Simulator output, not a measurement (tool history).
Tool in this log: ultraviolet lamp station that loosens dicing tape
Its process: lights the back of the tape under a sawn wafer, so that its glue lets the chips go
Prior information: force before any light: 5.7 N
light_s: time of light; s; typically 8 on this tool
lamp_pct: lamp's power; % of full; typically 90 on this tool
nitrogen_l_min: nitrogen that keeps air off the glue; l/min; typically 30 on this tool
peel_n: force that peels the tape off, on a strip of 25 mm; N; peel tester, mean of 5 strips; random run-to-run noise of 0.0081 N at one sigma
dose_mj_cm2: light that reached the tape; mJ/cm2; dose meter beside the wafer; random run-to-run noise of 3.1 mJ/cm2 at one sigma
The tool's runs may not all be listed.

run,day,light_s,lamp_pct,nitrogen_l_min,peel_n,dose_mj_cm2
1,0,8,90,30,0.503,384
2,2.125,8,90,30,0.522,375
3,3.383,8,90,30,0.542,372
4,4.992,8,90,30,0.487,387
5,6.75,6,90,30,0.875,290
6,8.038,6,90,30,0.859,286
7,9.754,6,90,30,0.865,281
8,11.358,6,90,30,0.904,281
9,13.15,6,90,30,0.912,282
10,15.146,6,66,30,1.489,197
11,16.829,6,66,30,1.541,199
12,18.604,6,66,30,1.53,199
13,19.925,8,90,30,0.561,356
14,21.496,8,84,30,0.655,331
15,23.583,8,84,30,0.698,321
16,25.538,8,84,30,0.658,337
17,26.708,8,90,30,0.557,362
18,27.967,8,90,30,0.568,356
19,29.738,8,84,30,0.669,330
20,31.171,8,84,30,0.69,328
21,32.779,8,84,30,0.729,322
22,34.271,8,84,14,1.196,325
23,36.042,6,79,43,1.107,224
24,37.358,6,83,54,0.926,236
25,38.817,8,78,28,0.882,289
26,39.958,14,65,41,0.34,421
27,41.046,14,65,41,0.336,420
28,42.129,14,65,41,0.335,413
29,44.171,14,65,41,0.349,411
30,45.138,11,90,11,0.781,445
31,46.288,11,90,11,0.814,438
32,47.25,13,90,47,0.176,550
33,48.712,13,90,11,0.519,548
34,49.658,13,76,29,0.359,459
35,50.879,15,72,59,0.2,495
36,52.579,15,72,59,0.192,494
37,54,15,72,59,0.199,490
38,55.175,6,90,51,0.871,241
39,56.35,6,90,51,0.451,345
40,58.458,8,74,30,0.516,375
41,59.808,8,90,11,0.769,455
42,61.838,8,91,24,0.418,451

Withheld: 4 entries from between the runs. Position of each, and hidden state at the listed run before versus the listed run after:
Runs 3 to 4: window cleaned of glue's vapour (day 3.5)
  lamp's light, % of a new lamp's: 82.5 -> 82.1; light that the window lets through, % of a clean one's: 94.7 -> 99.5
  measured less the result without the state, peel_n: +0.218 -> +0.168 N; dose_mj_cm2: -105 -> -87 mJ/cm2
Runs 15 to 16: window cleaned of glue's vapour (day 25.042)
  lamp's light, % of a new lamp's: 77.4 -> 76.9; light that the window lets through, % of a clean one's: 94.6 -> 99.3
  measured less the result without the state, peel_n: +0.329 -> +0.278 N; dose_mj_cm2: -119 -> -104 mJ/cm2
Runs 31 to 32: window cleaned of glue's vapour (day 46.65)
  lamp's light, % of a new lamp's: 71.7 -> 71.4; light that the window lets through, % of a clean one's: 93.6 -> 99.6
  measured less the result without the state, peel_n: +0.442 -> +0.054 N; dose_mj_cm2: -216 -> -223 mJ/cm2
Runs 38 to 39: lamp changed (day 56.296)
  lamp's light, % of a new lamp's: 69.4 -> 99.6; light that the window lets through, % of a clean one's: 97.3 -> 97.1
  measured less the result without the state, peel_n: +0.469 -> +0.03 N; dose_mj_cm2: -117 -> -12 mJ/cm2
